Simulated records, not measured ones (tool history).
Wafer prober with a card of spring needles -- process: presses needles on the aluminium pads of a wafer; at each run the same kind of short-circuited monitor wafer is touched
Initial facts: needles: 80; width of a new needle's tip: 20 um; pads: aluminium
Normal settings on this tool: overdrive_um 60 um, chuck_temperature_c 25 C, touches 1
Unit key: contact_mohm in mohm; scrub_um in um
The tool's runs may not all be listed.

run	hour	overdrive_um	chuck_temperature_c	touches	contact_mohm	scrub_um
1	0.0	60	25	1	257	7.74
2	12.3	60	25	1	320	7.74
# hour 14.1: tips cleaned on abrasive film
3	19.1	60	25	1	268	7.73
4	30.4	60	25	1	330	7.69
# hour 31.4: tips cleaned on abrasive film
5	41.2	60	25	1	299	7.74
# hour 48.7: tips cleaned on abrasive film
6	48.7	60	25	1	226	7.78
7	58.5	60	25	1	299	7.70
# hour 65.8: tips cleaned on abrasive film
8	72.3	60	25	1	281	7.64
9	79.6	60	25	1	314	7.66
# hour 83.5: tips cleaned on abrasive film
10	91.5	60	25	1	285	7.65
# hour 101.0: tips cleaned on abrasive film
11	104.8	60	25	1	261	7.60
12	115.5	60	25	1	326	7.72
# hour 119.0: tips cleaned on abrasive film
13	129.2	61	25	1	292	7.74
# hour 136.9: tips cleaned on abrasive film
14	138.4	61	25	1	237	7.81
# hour 154.1: tips cleaned on abrasive film
15	154.1	61	25	1	230	7.79
16	168.4	61	25	1	310	7.70
# hour 171.9: tips cleaned on abrasive film
17	183.5	61	25	1	309	7.70
# hour 189.8: tips cleaned on abrasive film
18	198.0	61	25	1	284	7.70
19	205.4	74	25	1	291	9.39
# hour 207.6: tips cleaned on abrasive film
20	212.6	74	25	1	253	9.26
21	224.3	74	25	1	289	9.31
# hour 225.2: tips cleaned on abrasive film
22	234.9	78	81	2	253	9.93
# hour 243.4: tips cleaned on abrasive film
23	244.2	60	42	1	244	7.53
24	259.5	60	38	1	331	7.49
# hour 261.0: tips cleaned on abrasive film
25	274.0	75	70	2	261	9.47
# hour 278.5: tips cleaned on abrasive film
26	289.7	49	37	3	276	6.12
# hour 296.4: tips cleaned on abrasive film
27	304.7	75	57	2	249	9.44
# hour 313.7: tips cleaned on abrasive film
28	313.7	75	57	2	227	9.44
29	323.5	63	48	2	271	7.75
# hour 331.8: tips cleaned on abrasive film
30	336.4	63	48	2	252	7.88
# hour 349.4: tips cleaned on abrasive film
31	349.5	46	26	2	234	5.69
32	364.7	46	26	2	338	5.72
# hour 366.7: tips cleaned on abrasive film
33	372.5	47	56	1	330	5.75
# hour 384.3: tips cleaned on abrasive film
34	386.7	50	73	2	267	6.10
35	395.8	50	73	2	317	6.09

Here are 3 independent what-if runs from the current tool condition. What would each one return?
# hour 402.0: tips cleaned on abrasive film
A	410.6	50	115	2	?	?
# hour 402.0: tips cleaned on abrasive film
B	410.6	57	27	1	?	?
# hour 402.0: tips cleaned on abrasive film
C	410.6	54	84	1	?	?

run	contact_mohm	scrub_um
A	307	6.08
B	307	6.97
C	329	6.73
Without the tool's hidden state the same runs would have given:
run	contact_mohm	scrub_um
A	245	6.41
B	217	7.31
C	236	7.07
